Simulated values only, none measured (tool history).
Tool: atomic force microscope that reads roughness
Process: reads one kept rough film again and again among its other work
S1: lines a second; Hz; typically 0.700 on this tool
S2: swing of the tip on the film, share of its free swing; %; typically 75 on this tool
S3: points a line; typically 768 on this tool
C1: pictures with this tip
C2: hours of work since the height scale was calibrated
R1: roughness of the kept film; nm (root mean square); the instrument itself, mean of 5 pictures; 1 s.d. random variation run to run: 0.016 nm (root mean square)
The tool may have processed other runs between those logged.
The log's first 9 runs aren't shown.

run 10 hour=154.6 | S1=0.584 S2=75 S3=768 | C1=75 C2=273 | R1=3.817
-- hour=156.7 height scale calibrated on a step standard
run 11 hour=177.9 | S1=0.584 S2=75 S3=768 | C1=96 C2=12 | R1=3.825
run 12 hour=195.4 | S1=0.584 S2=75 S3=1015 | C1=113 C2=22 | R1=3.763
run 13 hour=205.0 | S1=0.584 S2=75 S3=1015 | C1=122 C2=28 | R1=3.764
run 14 hour=215.6 | S1=0.700 S2=75 S3=768 | C1=132 C2=34 | R1=3.753
-- hour=218.5 height scale calibrated on a step standard, once more
run 15 hour=234.7 | S1=0.700 S2=75 S3=768 | C1=150 C2=9 | R1=3.722
run 16 hour=248.2 | S1=0.700 S2=75 S3=768 | C1=163 C2=17 | R1=3.754
run 17 hour=259.0 | S1=0.700 S2=75 S3=768 | C1=173 C2=23 | R1=3.737
run 18 hour=270.5 | S1=0.700 S2=75 S3=768 | C1=184 C2=30 | R1=3.692
run 19 hour=283.7 | S1=2.425 S2=56 S3=273 | C1=197 C2=38 | R1=3.680
run 20 hour=304.9 | S1=0.700 S2=75 S3=909 | C1=217 C2=50 | R1=3.671
-- hour=314.1 new tip fitted
run 21 hour=322.6 | S1=0.700 S2=78 S3=661 | C1=8 C2=60 | R1=3.866
run 22 hour=339.3 | S1=1.410 S2=68 S3=540 | C1=24 C2=70 | R1=3.847
run 23 hour=359.8 | S1=1.410 S2=68 S3=540 | C1=44 C2=82 | R1=3.803
run 24 hour=377.7 | S1=1.410 S2=68 S3=824 | C1=61 C2=92 | R1=3.801
run 25 hour=397.0 | S1=0.700 S2=89 S3=768 | C1=79 C2=103 | R1=3.723

Predict the results of run 26:
run 26 hour=407.3 | S1=0.504 S2=72 S3=518 | C1=89 C2=109 | R1=?

R1: 3.809 nm (root mean square)
Minus the tool's unlogged condition, the same run would have read R1 3.933 nm (root mean square).
